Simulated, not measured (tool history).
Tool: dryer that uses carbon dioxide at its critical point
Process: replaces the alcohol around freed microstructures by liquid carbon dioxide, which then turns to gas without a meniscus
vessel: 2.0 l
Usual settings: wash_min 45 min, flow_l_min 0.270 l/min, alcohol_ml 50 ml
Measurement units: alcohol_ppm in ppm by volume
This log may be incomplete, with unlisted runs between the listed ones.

Run 1, day 0.000: usual settings. Result: alcohol_ppm 415 ppm by volume.
Run 2, day 0.767: usual settings. Result: alcohol_ppm 428 ppm by volume.
Run 3, day 2.092: usual settings but wash_min 53 min. Result: alcohol_ppm 239 ppm by volume.
Run 4, day 3.262: usual settings. Result: alcohol_ppm 445 ppm by volume.
Run 5, day 4.804: usual settings. Result: alcohol_ppm 464 ppm by volume.
Run 6, day 6.167: usual settings. Result: alcohol_ppm 482 ppm by volume.
Run 7, day 7.308: usual settings. Result: alcohol_ppm 498 ppm by volume.
Run 8, day 8.958: usual settings. Result: alcohol_ppm 533 ppm by volume.
Run 9, day 10.371: usual settings. Result: alcohol_ppm 526 ppm by volume.
Run 10, day 11.738: usual settings. Result: alcohol_ppm 525 ppm by volume.
Run 11, day 13.375: usual settings. Result: alcohol_ppm 568 ppm by volume.
Run 12, day 14.079: usual settings. Result: alcohol_ppm 575 ppm by volume.
Run 13, day 15.417: usual settings. Result: alcohol_ppm 591 ppm by volume.
Run 14, day 16.112: usual settings. Result: alcohol_ppm 607 ppm by volume.
Run 15, day 17.438: usual settings. Result: alcohol_ppm 615 ppm by volume.
Run 16, day 18.358: usual settings. Result: alcohol_ppm 628 ppm by volume.
Run 17, day 19.838: usual settings. Result: alcohol_ppm 637 ppm by volume.
Run 18, day 21.438: usual settings but flow_l_min 0.205 l/min, alcohol_ml 33 ml. Result: alcohol_ppm 976 ppm by volume.
Run 19, day 22.354: usual settings but flow_l_min 0.205 l/min, alcohol_ml 33 ml. Result: alcohol_ppm 1014 ppm by volume.
Run 20, day 23.088: usual settings but wash_min 56 min, flow_l_min 0.449 l/min. Result: alcohol_ppm 159 ppm by volume.
Run 21, day 24.717: usual settings but wash_min 43 min, flow_l_min 0.373 l/min, alcohol_ml 119 ml. Result: alcohol_ppm 585 ppm by volume.
At day 24.904: inlet filter changed.
Run 22, day 26.171: usual settings but wash_min 43 min, flow_l_min 0.373 l/min, alcohol_ml 119 ml. Result: alcohol_ppm 370 ppm by volume.
Run 23, day 27.671: usual settings but wash_min 57 min, alcohol_ml 107 ml. Result: alcohol_ppm 386 ppm by volume.
Run 24, day 28.908: usual settings but alcohol_ml 70 ml. Result: alcohol_ppm 662 ppm by volume.
Run 25, day 29.871: usual settings but wash_min 56 min, flow_l_min 0.306 l/min, alcohol_ml 52 ml. Result: alcohol_ppm 234 ppm by volume.
Run 26, day 31.112: usual settings but wash_min 71 min, flow_l_min 0.182 l/min, alcohol_ml 47 ml. Result: alcohol_ppm 428 ppm by volume.
Run 27, day 32.112: usual settings but wash_min 71 min, flow_l_min 0.182 l/min, alcohol_ml 47 ml. Result: alcohol_ppm 441 ppm by volume.
Run 28, day 32.850: usual settings but wash_min 71 min, flow_l_min 0.384 l/min, alcohol_ml 47 ml. Result: alcohol_ppm 193 ppm by volume.
Run 29, day 34.242: usual settings but wash_min 50 min, flow_l_min 0.402 l/min, alcohol_ml 61 ml. Result: alcohol_ppm 213 ppm by volume.
At day 34.954: purifier's bed changed.
Run 30, day 35.046: usual settings but wash_min 69 min, flow_l_min 0.180 l/min, alcohol_ml 82 ml. Result: alcohol_ppm 529 ppm by volume.
Run 31, day 36.371: usual settings but wash_min 70 min. Result: alcohol_ppm 45 ppm by volume.
Run 32, day 37.504: usual settings but wash_min 32 min, flow_l_min 0.296 l/min, alcohol_ml 73 ml. Result: alcohol_ppm 1504 ppm by volume.
Run 33, day 38.854: usual settings but wash_min 70 min, flow_l_min 0.188 l/min, alcohol_ml 31 ml. Result: alcohol_ppm 197 ppm by volume.
Run 34, day 39.579: usual settings but wash_min 70 min, flow_l_min 0.188 l/min, alcohol_ml 31 ml. Result: alcohol_ppm 192 ppm by volume.

Branching from run 34: 4 alternative next runs. What would each branch give?
Run A, day 40.871: usual settings but flow_l_min 0.171 l/min. Result: alcohol_ppm ?.
Run B, day 40.871: usual settings but wash_min 58 min, flow_l_min 0.290 l/min, alcohol_ml 62 ml. Result: alcohol_ppm ?.
Run C, day 40.871: usual settings but wash_min 70 min, flow_l_min 0.440 l/min, alcohol_ml 31 ml. Result: alcohol_ppm ?.
Run D, day 40.871: usual settings but flow_l_min 0.420 l/min. Result: alcohol_ppm ?.

run  alcohol_ppm
  A         1823
  B          139
  C           33
  D           81
Without the tool's hidden state the same runs would have given:
run  alcohol_ppm
  A         1475
  B           75
  C           10
  D           39
